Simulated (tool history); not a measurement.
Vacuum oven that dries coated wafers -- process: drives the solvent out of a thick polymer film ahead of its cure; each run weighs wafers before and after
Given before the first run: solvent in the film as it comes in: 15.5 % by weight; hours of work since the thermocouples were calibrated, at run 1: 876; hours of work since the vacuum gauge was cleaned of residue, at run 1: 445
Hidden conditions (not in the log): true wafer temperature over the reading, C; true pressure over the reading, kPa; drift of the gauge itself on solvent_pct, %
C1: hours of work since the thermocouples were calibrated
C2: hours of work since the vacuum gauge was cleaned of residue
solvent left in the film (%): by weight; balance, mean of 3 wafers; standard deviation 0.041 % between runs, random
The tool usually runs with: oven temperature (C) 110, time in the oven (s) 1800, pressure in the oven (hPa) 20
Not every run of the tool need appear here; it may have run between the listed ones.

Run 1, hour 0: usual settings; C1 876; C2 445. Result: solvent left in the film (%) 3.1.
Run 2, hour 26.3: usual settings but time in the oven (s) 1020; C1 887; C2 456. Result: solvent left in the film (%) 5.34.
Run 3, hour 61.9: usual settings but time in the oven (s) 1020; C1 903; C2 472. Result: solvent left in the film (%) 5.38.
Run 4, hour 84.6: usual settings but time in the oven (s) 1980; C1 913; C2 482. Result: solvent left in the film (%) 2.71.
Run 5, hour 103.7: usual settings but time in the oven (s) 1980; C1 921; C2 490. Result: solvent left in the film (%) 2.72.
Run 6, hour 143.8: usual settings but time in the oven (s) 960; C1 939; C2 508. Result: solvent left in the film (%) 5.67.
Run 7, hour 177.5: usual settings but time in the oven (s) 960; C1 953; C2 522. Result: solvent left in the film (%) 5.6.
Run 8, hour 205.7: usual settings; C1 966; C2 535. Result: solvent left in the film (%) 3.06.
Run 9, hour 244.6: usual settings; C1 983; C2 552. Result: solvent left in the film (%) 2.95.
Run 10, hour 272: usual settings; C1 995; C2 564. Result: solvent left in the film (%) 3.02.
Run 11, hour 293.6: usual settings; C1 1004; C2 573. Result: solvent left in the film (%) 3.01.
At hour 313.3: oven's thermocouples calibrated.
Run 12, hour 331.8: usual settings but oven temperature (C) 114; C1 8; C2 589. Result: solvent left in the film (%) 2.36.
Run 13, hour 356.6: usual settings but oven temperature (C) 114; C1 19; C2 600. Result: solvent left in the film (%) 2.33.
Run 14, hour 378.4: usual settings but oven temperature (C) 101, time in the oven (s) 1500, pressure in the oven (hPa) 54; C1 29; C2 610. Result: solvent left in the film (%) 6.66.
Run 15, hour 406.5: usual settings but oven temperature (C) 108, time in the oven (s) 2460, pressure in the oven (hPa) 62; C1 41; C2 622. Result: solvent left in the film (%) 4.07.
Run 16, hour 446.9: usual settings but oven temperature (C) 108, time in the oven (s) 2460, pressure in the oven (hPa) 62; C1 59; C2 640. Result: solvent left in the film (%) 3.96.
At hour 470.7: oven's thermocouples calibrated, once more.
Run 17, hour 487.8: usual settings but oven temperature (C) 108, time in the oven (s) 2460, pressure in the oven (hPa) 62; C1 7; C2 657. Result: solvent left in the film (%) 4.12.
Run 18, hour 510.6: usual settings but oven temperature (C) 105, time in the oven (s) 2460, pressure in the oven (hPa) 13.1; C1 17; C2 667. Result: solvent left in the film (%) 2.46.
Run 19, hour 534.2: usual settings but oven temperature (C) 105, time in the oven (s) 2460, pressure in the oven (hPa) 13.1; C1 28; C2 677. Result: solvent left in the film (%) 2.48.
Run 20, hour 564.7: usual settings but oven temperature (C) 104, time in the oven (s) 1740, pressure in the oven (hPa) 26.6; C1 41; C2 690. Result: solvent left in the film (%) 4.6.
Run 21, hour 601.7: usual settings but oven temperature (C) 104; C1 57; C2 707. Result: solvent left in the film (%) 4.14.
Run 22, hour 618.5: usual settings but oven temperature (C) 104; C1 65; C2 714. Result: solvent left in the film (%) 4.05.
Run 23, hour 642.7: usual settings but oven temperature (C) 103, time in the oven (s) 2280; C1 75; C2 724. Result: solvent left in the film (%) 3.38.

Alternative continuations, all from the tool just after run 23; predict every row:
Run A, hour 677.9: usual settings but oven temperature (C) 123, time in the oven (s) 2100, pressure in the oven (hPa) 38.6; C1 91; C2 740. Result: solvent left in the film (%) ?.
Run B, hour 677.9: usual settings but oven temperature (C) 103, time in the oven (s) 960, pressure in the oven (hPa) 21.7; C1 91; C2 740. Result: solvent left in the film (%) ?.
Run C, hour 677.9: usual settings but oven temperature (C) 113, time in the oven (s) 1680, pressure in the oven (hPa) 34.4; C1 91; C2 740. Result: solvent left in the film (%) ?.

run  solvent left in the film (%)
  A                          1.65
  B                          6.98
  C                          3.33
Had the tool no hidden state, the same runs would have come out as:
run  solvent left in the film (%)
  A                          1.64
  B                          7.03
  C                          3.37

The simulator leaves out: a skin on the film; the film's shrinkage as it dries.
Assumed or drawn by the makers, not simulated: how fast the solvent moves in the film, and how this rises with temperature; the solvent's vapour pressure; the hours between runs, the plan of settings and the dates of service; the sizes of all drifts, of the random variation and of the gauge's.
